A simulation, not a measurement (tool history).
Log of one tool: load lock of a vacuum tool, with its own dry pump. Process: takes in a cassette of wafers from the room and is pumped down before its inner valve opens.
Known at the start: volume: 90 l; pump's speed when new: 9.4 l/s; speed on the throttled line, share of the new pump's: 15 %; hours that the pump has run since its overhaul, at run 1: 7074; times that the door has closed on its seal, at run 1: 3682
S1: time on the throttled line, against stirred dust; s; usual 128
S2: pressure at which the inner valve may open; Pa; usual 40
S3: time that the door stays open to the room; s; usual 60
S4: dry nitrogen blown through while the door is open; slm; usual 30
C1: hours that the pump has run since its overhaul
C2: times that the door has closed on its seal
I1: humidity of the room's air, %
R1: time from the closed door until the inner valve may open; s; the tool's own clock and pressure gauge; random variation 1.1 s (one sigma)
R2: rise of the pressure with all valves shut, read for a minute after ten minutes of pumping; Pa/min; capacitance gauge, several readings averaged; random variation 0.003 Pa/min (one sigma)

{"run": 1, "hour": 0.0, "S1": 128, "S2": 40, "S3": 60, "S4": 30, "C1": 7074, "C2": 3682, "I1": 44.7, "R1": 188.1, "R2": 0.047}
{"run": 2, "hour": 92.0, "S1": 128, "S2": 40, "S3": 60, "S4": 30, "C1": 7166, "C2": 3839, "I1": 44.5, "R1": 187.4, "R2": 0.04}
{"run": 3, "hour": 192.4, "S1": 128, "S2": 40, "S3": 60, "S4": 30, "C1": 7267, "C2": 4010, "I1": 45.2, "R1": 188.7, "R2": 0.047}
{"run": 4, "hour": 273.3, "S1": 128, "S2": 40, "S3": 60, "S4": 30, "C1": 7348, "C2": 4149, "I1": 44.8, "R1": 186.3, "R2": 0.047}
{"run": 5, "hour": 400.1, "S1": 128, "S2": 40, "S3": 60, "S4": 30, "C1": 7474, "C2": 4365, "I1": 45.1, "R1": 189.9, "R2": 0.045}
{"run": 6, "hour": 485.5, "S1": 128, "S2": 40, "S3": 26, "S4": 30, "C1": 7560, "C2": 4511, "I1": 43.7, "R1": 188.2, "R2": 0.033}
{"run": 7, "hour": 561.7, "S1": 128, "S2": 40, "S3": 26, "S4": 30, "C1": 7636, "C2": 4641, "I1": 48.1, "R1": 185.4, "R2": 0.036}
{"run": 8, "hour": 680.0, "S1": 128, "S2": 40, "S3": 139, "S4": 30, "C1": 7754, "C2": 4843, "I1": 43.9, "R1": 188.2, "R2": 0.067}
{"run": 9, "hour": 755.9, "S1": 128, "S2": 40, "S3": 60, "S4": 6, "C1": 7830, "C2": 4972, "I1": 45.6, "R1": 187.6, "R2": 0.063}
{"run": 10, "hour": 836.9, "S1": 110, "S2": 66, "S3": 43, "S4": 5, "C1": 7911, "C2": 5110, "I1": 43.4, "R1": 168.7, "R2": 0.053}
{"run": 11, "hour": 916.9, "S1": 72, "S2": 38, "S3": 42, "S4": 5, "C1": 7991, "C2": 5247, "I1": 46.2, "R1": 141.1, "R2": 0.058}
{"run": 12, "hour": 977.2, "S1": 128, "S2": 78, "S3": 60, "S4": 30, "C1": 8052, "C2": 5350, "I1": 44.8, "R1": 182.1, "R2": 0.048}
{"run": 13, "hour": 1068.9, "S1": 128, "S2": 78, "S3": 60, "S4": 30, "C1": 8143, "C2": 5506, "I1": 49.4, "R1": 181.3, "R2": 0.045}
{"run": 14, "hour": 1198.1, "S1": 201, "S2": 48, "S3": 66, "S4": 22, "C1": 8272, "C2": 5727, "I1": 47.1, "R1": 247.4, "R2": 0.057}
{"run": 15, "hour": 1295.5, "S1": 201, "S2": 48, "S3": 66, "S4": 22, "C1": 8370, "C2": 5893, "I1": 44.5, "R1": 244.8, "R2": 0.055}
{"run": 16, "hour": 1380.5, "S1": 201, "S2": 48, "S3": 66, "S4": 22, "C1": 8455, "C2": 6038, "I1": 44.0, "R1": 247.8, "R2": 0.058}
{"run": 17, "hour": 1501.2, "S1": 165, "S2": 55, "S3": 40, "S4": 5, "C1": 8576, "C2": 6244, "I1": 45.4, "R1": 214.4, "R2": 0.058}
{"run": 18, "hour": 1579.4, "S1": 128, "S2": 40, "S3": 72, "S4": 30, "C1": 8654, "C2": 6378, "I1": 45.8, "R1": 187.6, "R2": 0.058}

Forecast each of these 4 alternatives for the next run:
{"run": "A", "hour": 1672.4, "S1": 128, "S2": 40, "S3": 72, "S4": 11, "C1": 8747, "C2": 6536, "I1": 41.1, "R1": "?", "R2": "?"}
{"run": "B", "hour": 1672.4, "S1": 128, "S2": 40, "S3": 47, "S4": 14, "C1": 8747, "C2": 6536, "I1": 44.6, "R1": "?", "R2": "?"}
{"run": "C", "hour": 1672.4, "S1": 170, "S2": 50, "S3": 60, "S4": 30, "C1": 8747, "C2": 6536, "I1": 42.8, "R1": "?", "R2": "?"}
{"run": "D", "hour": 1672.4, "S1": 128, "S2": 40, "S3": 132, "S4": 30, "C1": 8747, "C2": 6536, "I1": 42.9, "R1": "?", "R2": "?"}

run=A R1=188.0 R2=0.066
run=B R1=187.3 R2=0.056
run=C R1=222.6 R2=0.049
run=D R1=187.3 R2=0.072
Without the tool's hidden state the same runs would have given:
run=A R1=184.5 R2=0.044
run=B R1=183.8 R2=0.034
run=C R1=219.5 R2=0.026
run=D R1=183.7 R2=0.050
